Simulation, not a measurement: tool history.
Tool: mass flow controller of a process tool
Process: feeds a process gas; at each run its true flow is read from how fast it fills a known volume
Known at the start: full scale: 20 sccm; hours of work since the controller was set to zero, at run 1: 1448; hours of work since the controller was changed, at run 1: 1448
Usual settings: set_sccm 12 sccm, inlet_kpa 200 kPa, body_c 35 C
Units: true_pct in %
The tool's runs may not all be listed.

run	hour	set_sccm	inlet_kpa	body_c	hours of work since the controller was set to zero	hours of work since the controller was changed	true_pct
1	0.0	12	200	35	1448	1448	100.08
2	124.7	12	200	35	1538	1538	99.91
3	265.9	12	200	35	1639	1639	100.07
4	460.9	12	200	28	1780	1780	99.73
5	616.8	12	200	28	1892	1892	99.64
6	745.4	12	200	28	1984	1984	99.49
7	945.5	12	200	28	2128	2128	99.64
8	1040.2	12	200	35	2197	2197	100.04
9	1144.9	6	144	37	2272	2272	100.08
10	1298.2	6	144	37	2382	2382	99.86
11	1473.1	6	144	37	2508	2508	100.08
12	1590.0	5	140	21	2592	2592	99.16
13	1753.0	19	249	35	2709	2709	100.33
14	1930.1	19	249	35	2837	2837	100.32
15	2028.8	19	249	35	2908	2908	100.21

Forecast each of these 5 alternatives for the next run:
A	2213.4	3	200	35	3041	3041	?
B	2213.4	2	168	22	3041	3041	?
C	2213.4	3	206	23	3041	3041	?
D	2213.4	16	189	32	3041	3041	?
E	2213.4	4	273	35	3041	3041	?

run	true_pct
A	99.51
B	98.66
C	98.69
D	100.24
E	98.97
Without the tool's hidden state the same runs would have given:
run	true_pct
A	99.50
B	98.64
C	98.68
D	100.23
E	98.96
